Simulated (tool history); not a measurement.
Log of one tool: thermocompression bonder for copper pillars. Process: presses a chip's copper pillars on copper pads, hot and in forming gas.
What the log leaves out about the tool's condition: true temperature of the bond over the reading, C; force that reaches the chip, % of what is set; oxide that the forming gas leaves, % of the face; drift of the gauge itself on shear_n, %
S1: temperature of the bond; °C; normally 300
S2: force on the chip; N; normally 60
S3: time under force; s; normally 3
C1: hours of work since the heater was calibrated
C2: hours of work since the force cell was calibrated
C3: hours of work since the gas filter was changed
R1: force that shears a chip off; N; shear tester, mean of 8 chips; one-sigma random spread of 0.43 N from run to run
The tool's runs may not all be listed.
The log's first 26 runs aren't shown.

run     day   S1  S2  S3   C1    C2   C3    R1
 27  54.683  279  39   3  189  1066  268  25.3
     55.888  -- forming gas filter changed
 28  56.583  283  46   2  216  1092   10  27.2
 29  59.371  300  45   3  255  1131   49  37.9
 30  61.692  312  38   9  287  1164   81  53.1
 31  63.325  292  36   4  310  1187  104  31.1
 32  64.767  279  40   4  330  1207  124  28.9
 33  66.158  281  63   2  350  1226  144  36.4
 34  67.671  281  63   2  371  1248  165  36.6
 35  69.358  287  60   3  394  1271  188  42.1
 36  72.129  300  65   3  433  1310  227  52.6
 37  74.558  272  86   3  467  1344  261    50
     76.446  -- forming gas filter changed
 38  77.575  312  42   3  509  1386   16  40.2

Alternative continuations, all from the tool just after run 38; predict every row:
  A  79.354  293  46   5  534  1411  41   ?
  B  79.354  283  50   2  534  1411  41   ?
  C  79.354  322  46   2  534  1411  41   ?

run    R1
  A  43.2
  B  29.7
  C  41.6
With the hidden condition removed and each run's random variation left untouched, the same runs would have given:
run    R1
  A  43.4
  B  29.9
  C  41.9
